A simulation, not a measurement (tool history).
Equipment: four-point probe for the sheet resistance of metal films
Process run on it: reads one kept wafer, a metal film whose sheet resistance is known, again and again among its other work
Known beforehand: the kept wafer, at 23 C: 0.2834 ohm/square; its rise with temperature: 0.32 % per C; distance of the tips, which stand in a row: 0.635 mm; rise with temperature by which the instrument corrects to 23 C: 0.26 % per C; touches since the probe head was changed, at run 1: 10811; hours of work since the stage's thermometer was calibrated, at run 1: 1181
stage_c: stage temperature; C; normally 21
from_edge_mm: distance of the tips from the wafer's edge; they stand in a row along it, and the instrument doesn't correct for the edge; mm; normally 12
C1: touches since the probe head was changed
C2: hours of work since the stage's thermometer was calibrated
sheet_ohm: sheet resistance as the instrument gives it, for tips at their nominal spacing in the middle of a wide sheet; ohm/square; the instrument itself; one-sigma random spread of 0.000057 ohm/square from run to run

Run 1, hour 0.0: usual settings; C1 10811; C2 1181. Result: sheet_ohm 0.282519 ohm/square.
Run 2, hour 47.9: usual settings; C1 13527; C2 1217. Result: sheet_ohm 0.282552 ohm/square.
Run 3, hour 87.4: usual settings but stage_c 29 C; C1 15771; C2 1247. Result: sheet_ohm 0.284030 ohm/square.
Run 4, hour 142.0: usual settings but from_edge_mm 7 mm; C1 18870; C2 1288. Result: sheet_ohm 0.283240 ohm/square.
Run 5, hour 197.8: usual settings but from_edge_mm 7 mm; C1 22036; C2 1330. Result: sheet_ohm 0.283228 ohm/square.
Run 6, hour 240.4: usual settings but from_edge_mm 7 mm; C1 24452; C2 1363. Result: sheet_ohm 0.283220 ohm/square.
Run 7, hour 274.7: usual settings but from_edge_mm 7 mm; C1 26398; C2 1389. Result: sheet_ohm 0.283075 ohm/square.
Run 8, hour 338.4: usual settings but from_edge_mm 7 mm; C1 30013; C2 1437. Result: sheet_ohm 0.283037 ohm/square.
Run 9, hour 389.2: usual settings but from_edge_mm 7 mm; C1 32899; C2 1475. Result: sheet_ohm 0.283068 ohm/square.
Run 10, hour 445.0: usual settings; C1 36064; C2 1517. Result: sheet_ohm 0.282159 ohm/square.
Run 11, hour 505.8: usual settings; C1 39511; C2 1563. Result: sheet_ohm 0.282224 ohm/square.
Run 12, hour 533.3: usual settings; C1 41073; C2 1584. Result: sheet_ohm 0.282109 ohm/square.
At hour 542.7: stage's thermometer calibrated.
Run 13, hour 573.4: usual settings; C1 43320; C2 23. Result: sheet_ohm 0.282625 ohm/square.
Run 14, hour 607.8: usual settings; C1 45273; C2 49. Result: sheet_ohm 0.282566 ohm/square.
Run 15, hour 645.4: usual settings; C1 47407; C2 78. Result: sheet_ohm 0.282498 ohm/square.
Run 16, hour 680.5: usual settings; C1 49396; C2 104. Result: sheet_ohm 0.282514 ohm/square.
Run 17, hour 729.6: usual settings; C1 52183; C2 141. Result: sheet_ohm 0.282534 ohm/square.
Run 18, hour 766.4: usual settings; C1 54275; C2 169. Result: sheet_ohm 0.282546 ohm/square.
Run 19, hour 825.1: usual settings; C1 57601; C2 214. Result: sheet_ohm 0.282416 ohm/square.
Run 20, hour 868.3: usual settings; C1 60057; C2 246. Result: sheet_ohm 0.282391 ohm/square.
Run 21, hour 936.3: usual settings but stage_c 26 C; C1 63916; C2 298. Result: sheet_ohm 0.283179 ohm/square.
Run 22, hour 985.6: usual settings; C1 66711; C2 335. Result: sheet_ohm 0.282319 ohm/square.
Run 23, hour 1013.6: usual settings but stage_c 23 C, from_edge_mm 7 mm; C1 68302; C2 356. Result: sheet_ohm 0.283383 ohm/square.
Run 24, hour 1047.9: usual settings but stage_c 18 C, from_edge_mm 14 mm; C1 70247; C2 382. Result: sheet_ohm 0.281509 ohm/square.
Run 25, hour 1091.3: usual settings but stage_c 18 C, from_edge_mm 14 mm; C1 72712; C2 415. Result: sheet_ohm 0.281488 ohm/square.
Run 26, hour 1160.1: usual settings but stage_c 18 C, from_edge_mm 14 mm; C1 76612; C2 467. Result: sheet_ohm 0.281442 ohm/square.
Run 27, hour 1198.4: usual settings but stage_c 18 C, from_edge_mm 14 mm; C1 78786; C2 496. Result: sheet_ohm 0.281327 ohm/square.
Run 28, hour 1243.4: usual settings but stage_c 19 C, from_edge_mm 4 mm; C1 81343; C2 530. Result: sheet_ohm 0.284998 ohm/square.
Run 29, hour 1278.8: usual settings but stage_c 23 C, from_edge_mm 72 mm; C1 83350; C2 557. Result: sheet_ohm 0.281892 ohm/square.
Run 30, hour 1344.6: usual settings but stage_c 28 C, from_edge_mm 28 mm; C1 87082; C2 606. Result: sheet_ohm 0.282789 ohm/square.
Run 31, hour 1390.7: usual settings but stage_c 28 C, from_edge_mm 28 mm; C1 89697; C2 641. Result: sheet_ohm 0.282733 ohm/square.
Run 32, hour 1440.2: usual settings but stage_c 28 C, from_edge_mm 28 mm; C1 92506; C2 679. Result: sheet_ohm 0.282679 ohm/square.
Run 33, hour 1489.5: usual settings but stage_c 28 C, from_edge_mm 28 mm; C1 95308; C2 716. Result: sheet_ohm 0.282683 ohm/square.
Run 34, hour 1517.7: usual settings but stage_c 33 C, from_edge_mm 28 mm; C1 96906; C2 737. Result: sheet_ohm 0.283612 ohm/square.
Run 35, hour 1559.8: usual settings but stage_c 33 C, from_edge_mm 6 mm; C1 99296; C2 769. Result: sheet_ohm 0.285209 ohm/square.
Run 36, hour 1604.6: usual settings but stage_c 27 C, from_edge_mm 17 mm; C1 101835; C2 803. Result: sheet_ohm 0.282446 ohm/square.
Run 37, hour 1647.9: usual settings but stage_c 28 C, from_edge_mm 7 mm; C1 104295; C2 836. Result: sheet_ohm 0.283821 ohm/square.
Run 38, hour 1676.7: usual settings but stage_c 23 C; C1 105932; C2 858. Result: sheet_ohm 0.281987 ohm/square.
Run 39, hour 1723.6: usual settings but stage_c 27 C, from_edge_mm 20 mm; C1 108591; C2 893. Result: sheet_ohm 0.282456 ohm/square.
Run 40, hour 1782.8: usual settings but stage_c 27 C, from_edge_mm 20 mm; C1 111949; C2 938. Result: sheet_ohm 0.282500 ohm/square.
Run 41, hour 1822.4: usual settings but stage_c 32 C, from_edge_mm 10 mm; C1 114195; C2 968. Result: sheet_ohm 0.283721 ohm/square.
Run 42, hour 1869.4: usual settings but stage_c 29 C, from_edge_mm 49 mm; C1 116864; C2 1003. Result: sheet_ohm 0.282614 ohm/square.
Run 43, hour 1909.4: usual settings but stage_c 25 C, from_edge_mm 28 mm; C1 119135; C2 1034. Result: sheet_ohm 0.281771 ohm/square.
Run 44, hour 1968.1: usual settings but stage_c 30 C, from_edge_mm 61 mm; C1 122467; C2 1078. Result: sheet_ohm 0.282668 ohm/square.

Hidden state at the last listed run before each entry between runs and at the first one after, where it differs:
In the gap between runs 12 and 13: stage's thermometer calibrated (hour 542.7)
  inner tips' distance over the nominal, %: -0.258 -> -0.266; tips' flats over new ones', %: 28 -> 29; wafer's true temperature over the reading, C: -0.59 -> -0.04
  the result without the hidden state subtracted from the measured one, sheet_ohm: -0.001329 -> -0.000857 ohm/square
